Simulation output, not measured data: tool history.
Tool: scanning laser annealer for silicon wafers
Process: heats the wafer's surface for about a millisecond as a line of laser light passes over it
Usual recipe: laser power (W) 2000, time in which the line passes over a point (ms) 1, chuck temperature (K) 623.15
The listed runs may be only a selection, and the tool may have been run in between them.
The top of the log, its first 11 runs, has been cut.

run   hour  laser power (W)  time in which the line passes over a point (ms)  chuck temperature (K)  highest temperature of the surface (K)
 12   87.4             2000                                                1                 601.15                                 1392.15
 13   97.8             2000                                                1                 601.15                                 1394.15
 14  105.1             2000                                                1                 587.15                                 1376.15
 15  110.4             2000                                                1                 587.15                                 1380.15
 16  120.9             2000                                                1                 587.15                                 1377.15
 17  127.9             2000                                             0.93                 587.15                                 1346.15
 18  134.3             2000                                             0.93                 587.15                                 1347.15
 19  144.2             2115                                             0.95                 633.15                                 1448.15
 20    151             2000                                             0.74                 623.15                                 1300.15
 21  157.7             2000                                             0.97                 623.15                                 1396.15
 22  169.2             2024                                             0.89                 623.15                                 1374.15
 23  179.2             1898                                             1.08                 617.15                                 1389.15
 24  184.1             1898                                             1.08                 617.15                                 1386.15

Expected results for the next run?
 25  192.2             2000                                             0.99                 623.15                                       ?

{"run 25": {"highest temperature of the surface (K)": 1404.15}}
Take away the tool's hidden state, keep the run-to-run variation as it was, and the same run would have given highest temperature of the surface (K) 1440.15.

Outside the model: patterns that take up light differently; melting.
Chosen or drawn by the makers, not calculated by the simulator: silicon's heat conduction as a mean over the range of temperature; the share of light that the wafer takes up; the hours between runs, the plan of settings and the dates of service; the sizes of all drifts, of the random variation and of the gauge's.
